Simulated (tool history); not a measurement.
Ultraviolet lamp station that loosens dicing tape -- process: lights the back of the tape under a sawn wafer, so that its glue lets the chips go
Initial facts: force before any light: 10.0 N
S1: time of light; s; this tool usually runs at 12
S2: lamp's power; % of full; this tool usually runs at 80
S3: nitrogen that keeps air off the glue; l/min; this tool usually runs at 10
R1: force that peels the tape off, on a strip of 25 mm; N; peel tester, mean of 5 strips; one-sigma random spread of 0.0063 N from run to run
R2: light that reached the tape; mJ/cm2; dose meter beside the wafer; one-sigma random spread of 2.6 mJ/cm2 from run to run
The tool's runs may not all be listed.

| run | day | S1 | S2 | S3 | R1 | R2 |
|---|---|---|---|---|---|---|
| 1 | 0.000 | 12 | 80 | 10 | 0.248 | 287 |
| 2 | 0.246 | 12 | 80 | 10 | 0.251 | 285 |
| 3 | 0.592 | 16 | 80 | 10 | 0.134 | 382 |
| 4 | 0.883 | 12 | 87 | 10 | 0.201 | 315 |
| 5 | 1.175 | 7 | 80 | 10 | 1.016 | 163 |
| 6 | 1.529 | 7 | 80 | 10 | 1.058 | 165 |
| 7 | 1.804 | 7 | 80 | 10 | 1.045 | 162 |
| 8 | 2.175 | 7 | 80 | 10 | 1.056 | 163 |
| 9 | 2.562 | 8 | 80 | 10 | 0.762 | 185 |
| 10 | 2.742 | 8 | 63 | 6 | 1.840 | 148 |
| 11 | 2.908 | 12 | 80 | 11 | 0.242 | 283 |
| 12 | 3.188 | 8 | 80 | 13 | 0.617 | 190 |
| 13 | 3.554 | 8 | 80 | 13 | 0.626 | 185 |
| 14 | 3.829 | 17 | 100 | 6 | 0.118 | 493 |

For some of the steps in R1 from one run to the next: how much would appear even if the tool had no hidden state, given the settings, what came in and random variation, and how much remains for the hidden state plus any gauge scatter that the measured result and the result without hidden state don't share?
Hidden conditions of the tool in this case: lamp's light, % of a new lamp's; light that the window lets through, % of a clean one's; drift of the gauge itself on peel_n, %; drift of the gauge itself on dose_mj_cm2, %.
Run 10 -> 11: S1 8 -> 12, S2 63 -> 80, S3 6 -> 11. R1 -1.598 N: hidden state -0.278, all else -1.320.
